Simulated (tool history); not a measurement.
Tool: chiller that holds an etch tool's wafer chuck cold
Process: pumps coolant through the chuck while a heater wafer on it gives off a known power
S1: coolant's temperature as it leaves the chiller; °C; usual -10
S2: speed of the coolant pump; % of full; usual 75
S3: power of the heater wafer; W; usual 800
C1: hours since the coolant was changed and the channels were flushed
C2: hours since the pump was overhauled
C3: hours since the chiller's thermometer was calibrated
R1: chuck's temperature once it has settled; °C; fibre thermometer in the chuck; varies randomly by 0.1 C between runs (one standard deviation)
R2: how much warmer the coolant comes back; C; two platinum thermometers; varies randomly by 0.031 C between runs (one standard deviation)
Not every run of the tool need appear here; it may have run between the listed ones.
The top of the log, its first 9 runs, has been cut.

run 10 hour=479.7 | S1=-10 S2=84 S3=800 | C1=2102 C2=1270 C3=4273 | R1=-2.6 R2=1.64
run 11 hour=523.1 | S1=-17 S2=75 S3=800 | C1=2145 C2=1313 C3=4316 | R1=-9.2 R2=1.78
-- hour=555.9 chiller's thermometer calibrated
run 12 hour=565.5 | S1=-10 S2=88 S3=800 | C1=2186 C2=1355 C3=10 | R1=-2.8 R2=1.55
run 13 hour=630.8 | S1=-10 S2=75 S3=800 | C1=2252 C2=1420 C3=75 | R1=-2.3 R2=1.83
run 14 hour=686 | S1=-10 S2=66 S3=800 | C1=2307 C2=1475 C3=130 | R1=-1.6 R2=2.03
run 15 hour=741.1 | S1=-10 S2=66 S3=800 | C1=2362 C2=1530 C3=185 | R1=-1.5 R2=1.97
run 16 hour=808.7 | S1=-10 S2=66 S3=800 | C1=2430 C2=1598 C3=253 | R1=-1.6 R2=2.01
run 17 hour=862.5 | S1=-10 S2=66 S3=800 | C1=2484 C2=1652 C3=307 | R1=-1.6 R2=1.99
run 18 hour=895 | S1=0 S2=66 S3=800 | C1=2516 C2=1684 C3=339 | R1=8.5 R2=2
run 19 hour=943 | S1=-10 S2=93 S3=403 | C1=2564 C2=1732 C3=387 | R1=-6.6 R2=0.49

For run 20, what comes out?
run 20 hour=982.1 | S1=-8 S2=66 S3=800 | C1=2603 C2=1771 C3=426 | R1=? R2=?

R1: 0.3 °C
R2: 1.89 C
With the hidden condition absent and the run-to-run variation left alone, this run would have shown R1 0.3 °C, R2 2.28 C.
